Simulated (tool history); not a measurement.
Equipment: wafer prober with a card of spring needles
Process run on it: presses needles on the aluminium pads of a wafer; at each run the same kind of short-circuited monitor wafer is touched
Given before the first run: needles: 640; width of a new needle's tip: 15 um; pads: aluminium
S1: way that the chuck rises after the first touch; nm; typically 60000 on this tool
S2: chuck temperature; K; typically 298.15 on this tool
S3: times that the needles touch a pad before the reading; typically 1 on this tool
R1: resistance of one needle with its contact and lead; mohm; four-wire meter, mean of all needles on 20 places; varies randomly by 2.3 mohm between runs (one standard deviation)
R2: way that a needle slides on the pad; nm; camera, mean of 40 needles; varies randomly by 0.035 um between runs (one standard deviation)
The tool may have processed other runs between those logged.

| run | hour | S1 | S2 | S3 | R1 | R2 |
|---|---|---|---|---|---|---|
| 1 | 0 | 60000 | 298.15 | 1 | 354 | 11100 |
|  | 1.9 | tips cleaned on abrasive film |
| 2 | 7.3 | 60000 | 298.15 | 1 | 356 | 11080 |
|  | 8.3 | tips cleaned on abrasive film |
|  | 15.1 | tips cleaned on abrasive film |
| 3 | 17 | 60000 | 298.15 | 1 | 300 | 11040 |
|  | 22.3 | tips cleaned on abrasive film |
| 4 | 23.6 | 60000 | 298.15 | 1 | 285 | 11050 |
|  | 29.1 | tips cleaned on abrasive film |
|  | 35.5 | tips cleaned on abrasive film |
| 5 | 35.5 | 60000 | 298.15 | 1 | 265 | 10990 |
|  | 42.1 | tips cleaned on abrasive film |
| 6 | 47.3 | 60000 | 298.15 | 1 | 351 | 10990 |
|  | 48.5 | tips cleaned on abrasive film |
|  | 55.3 | tips cleaned on abrasive film |
| 7 | 57.5 | 60000 | 298.15 | 1 | 309 | 11070 |
|  | 61.9 | tips cleaned on abrasive film |
| 8 | 62.9 | 60000 | 298.15 | 1 | 294 | 11020 |
|  | 68.9 | tips cleaned on abrasive film |
| 9 | 72.6 | 74000 | 298.15 | 1 | 305 | 13660 |
|  | 75.3 | tips cleaned on abrasive film |
|  | 82.3 | tips cleaned on abrasive film |
| 10 | 84 | 74000 | 298.15 | 1 | 282 | 13660 |
|  | 88.9 | tips cleaned on abrasive film |
| 11 | 91.8 | 60000 | 298.15 | 1 | 332 | 10980 |
|  | 95.3 | tips cleaned on abrasive film |
| 12 | 97.8 | 60000 | 322.15 | 1 | 331 | 11000 |
|  | 102.1 | tips cleaned on abrasive film |
| 13 | 104.8 | 60000 | 298.15 | 1 | 331 | 10920 |
|  | 108.5 | tips cleaned on abrasive film |
|  | 115.3 | tips cleaned on abrasive film |
| 14 | 117.6 | 60000 | 298.15 | 1 | 328 | 10940 |
|  | 122 | tips cleaned on abrasive film |
| 15 | 125.1 | 60000 | 298.15 | 1 | 334 | 10890 |
|  | 128.5 | tips cleaned on abrasive film |
| 16 | 132.9 | 60000 | 302.15 | 1 | 352 | 10950 |
|  | 134.9 | tips cleaned on abrasive film |
| 17 | 138.4 | 75000 | 338.15 | 3 | 288 | 13700 |
|  | 141.2 | tips cleaned on abrasive film |
| 18 | 145.1 | 53000 | 373.15 | 2 | 350 | 9560 |
|  | 147.5 | tips cleaned on abrasive film |
|  | 154.5 | tips cleaned on abrasive film |
| 19 | 154.7 | 53000 | 373.15 | 2 | 301 | 9580 |
|  | 161.5 | tips cleaned on abrasive film |
| 20 | 165 | 52000 | 373.15 | 2 | 348 | 9390 |

Expected results for the next run?
|  | 168.3 | tips cleaned on abrasive film |
|  | 175.1 | tips cleaned on abrasive film |
| 21 | 176.4 | 47000 | 373.15 | 1 | ? | ? |

Run 21 gave R1 359 mohm, R2 8430 nm.
Were there no unlogged condition in the tool, this run, its random variation unchanged, would have produced R1 291 mohm, R2 8810 nm.
